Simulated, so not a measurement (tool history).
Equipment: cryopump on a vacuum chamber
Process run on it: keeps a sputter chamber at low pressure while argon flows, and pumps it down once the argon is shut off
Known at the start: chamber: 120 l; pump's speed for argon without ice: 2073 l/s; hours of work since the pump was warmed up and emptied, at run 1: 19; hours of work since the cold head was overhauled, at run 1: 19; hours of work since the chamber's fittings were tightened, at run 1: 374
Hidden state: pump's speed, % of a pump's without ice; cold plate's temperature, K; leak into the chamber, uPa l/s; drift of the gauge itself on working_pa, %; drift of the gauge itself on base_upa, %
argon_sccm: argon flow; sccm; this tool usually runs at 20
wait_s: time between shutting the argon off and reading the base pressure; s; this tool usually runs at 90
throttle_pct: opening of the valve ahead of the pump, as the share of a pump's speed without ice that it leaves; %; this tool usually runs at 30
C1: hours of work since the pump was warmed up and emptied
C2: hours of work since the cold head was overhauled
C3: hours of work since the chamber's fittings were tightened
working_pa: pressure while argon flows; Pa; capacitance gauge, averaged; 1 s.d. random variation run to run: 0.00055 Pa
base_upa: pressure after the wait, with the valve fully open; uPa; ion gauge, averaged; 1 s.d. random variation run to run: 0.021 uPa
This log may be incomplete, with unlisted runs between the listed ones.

Run 1, hour 0: usual settings; C1 19; C2 19; C3 374. Result: working_pa 0.0542 Pa, base_upa 0.46 uPa.
Run 2, hour 42.5: usual settings; C1 44; C2 44; C3 400. Result: working_pa 0.0555 Pa, base_upa 0.48 uPa.
Run 3, hour 81.9: usual settings but argon_sccm 10 sccm; C1 68; C2 68; C3 424. Result: working_pa 0.0281 Pa, base_upa 0.45 uPa.
Run 4, hour 105.5: usual settings but argon_sccm 10 sccm; C1 83; C2 83; C3 438. Result: working_pa 0.0281 Pa, base_upa 0.46 uPa.
Run 5, hour 146.3: usual settings; C1 107; C2 107; C3 463. Result: working_pa 0.0553 Pa, base_upa 0.52 uPa.
Run 6, hour 182.6: usual settings; C1 129; C2 129; C3 485. Result: working_pa 0.0554 Pa, base_upa 0.52 uPa.
Run 7, hour 221.4: usual settings but throttle_pct 16 %; C1 153; C2 153; C3 508. Result: working_pa 0.1038 Pa, base_upa 0.44 uPa.
Run 8, hour 258.2: usual settings; C1 175; C2 175; C3 530. Result: working_pa 0.0564 Pa, base_upa 0.52 uPa.
Run 9, hour 290.5: usual settings but wait_s 126 s; C1 194; C2 194; C3 550. Result: working_pa 0.0567 Pa, base_upa 0.42 uPa.
Run 10, hour 326: usual settings but argon_sccm 23 sccm, wait_s 157 s, throttle_pct 15 %; C1 216; C2 216; C3 571. Result: working_pa 0.1294 Pa, base_upa 0.41 uPa.

What will run 11 give?
Run 11, hour 369: usual settings but argon_sccm 23 sccm, wait_s 157 s, throttle_pct 15 %; C1 242; C2 242; C3 597. Result: working_pa ?, base_upa ?.

{"run 11": {"working_pa": 0.1288, "base_upa": 0.46}}
On a tool with no hidden condition, and with the same random variation, this run would have come out at working_pa 0.1248 Pa, base_upa 0.3 uPa.
